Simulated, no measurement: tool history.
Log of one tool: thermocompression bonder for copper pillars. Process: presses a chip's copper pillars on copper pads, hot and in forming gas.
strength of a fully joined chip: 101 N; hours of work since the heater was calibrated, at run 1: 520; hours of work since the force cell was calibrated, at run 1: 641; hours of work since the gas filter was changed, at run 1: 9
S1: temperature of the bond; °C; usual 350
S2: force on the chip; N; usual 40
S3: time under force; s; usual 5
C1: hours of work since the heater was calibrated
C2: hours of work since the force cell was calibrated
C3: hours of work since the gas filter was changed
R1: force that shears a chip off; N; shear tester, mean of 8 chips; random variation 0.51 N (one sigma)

run	hour	S1	S2	S3	C1	C2	C3	R1
1	0.0	350	40	5	520	641	9	45.8
2	18.8	350	40	5	529	650	18	45.5
3	53.3	350	40	5	547	668	35	46.6
4	82.9	350	40	12	562	682	50	60.7
5	100.5	350	40	12	570	691	59	62.0
6	137.2	335	40	12	589	710	77	55.1
7	159.1	350	40	5	600	720	88	47.1
8	175.8	350	40	5	608	729	96	47.0
9	202.8	350	40	5	621	742	110	46.1
10	239.6	379	40	5	640	761	128	59.3
11	276.2	350	40	5	658	779	147	45.7
12	310.5	350	52	5	675	796	164	58.8
13	341.5	350	52	5	691	812	179	58.8
# hour 358.6: heater calibrated with a thermocouple chip
14	374.2	350	39	5	8	827	195	41.5
15	406.6	350	39	5	24	843	211	40.6
16	428.1	350	39	5	35	854	222	41.3
17	465.4	350	39	5	53	873	240	41.4
18	494.2	350	39	5	68	887	255	42.4
19	511.3	350	39	5	76	895	263	42.0
20	539.8	350	31	14	91	910	277	49.2
21	565.3	341	40	5	103	922	290	39.3
22	587.3	341	40	5	114	933	301	38.3
23	619.5	341	40	5	130	950	317	39.3
# hour 626.6: forming gas filter changed
24	645.6	341	40	5	143	962	9	40.6
25	663.0	341	37	3	152	971	18	30.0
26	695.2	341	37	3	168	987	34	30.8
27	731.2	341	37	3	186	1005	52	30.3
28	755.8	341	37	3	198	1017	65	31.2
29	784.8	350	47	5	213	1032	79	51.8
30	820.0	350	47	5	230	1049	97	52.1
31	851.0	349	43	5	246	1065	112	47.5
32	877.2	349	43	5	259	1078	125	46.3
33	913.0	321	43	12	277	1096	143	50.0
34	941.1	321	43	12	291	1110	157	49.4
35	971.2	321	43	3	306	1125	172	28.8
36	995.5	378	37	9	318	1137	184	63.0
37	1021.0	342	40	5	331	1150	197	41.2
38	1055.1	342	53	5	348	1167	214	55.0

Hidden state or all else? Some run-to-run changes of R1, split into what the settings, what came in and random variation would give without the hidden state, and what is left for the hidden state (with any gauge scatter that isn't in both results):
The hidden state here: true temperature of the bond over the reading, C; force that reaches the chip, % of what is set; oxide that the forming gas leaves, % of the face; drift of the gauge itself on shear_n, %.
Run 13 -> 14: S2 52 -> 39, heater calibrated with a thermocouple chip. R1 -17.3 N: hidden state -3.7, all else -13.6.
Run 23 -> 24: forming gas filter changed. R1 +1.3 N: hidden state +1.2, all else +0.1.
Run 28 -> 29: S1 341 -> 350, S2 37 -> 47, S3 3 -> 5. R1 +20.6 N: hidden state +0.5, all else +20.1.
Run 35 -> 36: S1 321 -> 378, S2 43 -> 37, S3 3 -> 9. R1 +34.2 N: hidden state +0.3, all else +33.9.
Run 36 -> 37: S1 378 -> 342, S2 37 -> 40, S3 9 -> 5. R1 -21.8 N: hidden state +0.1, all else -21.9.
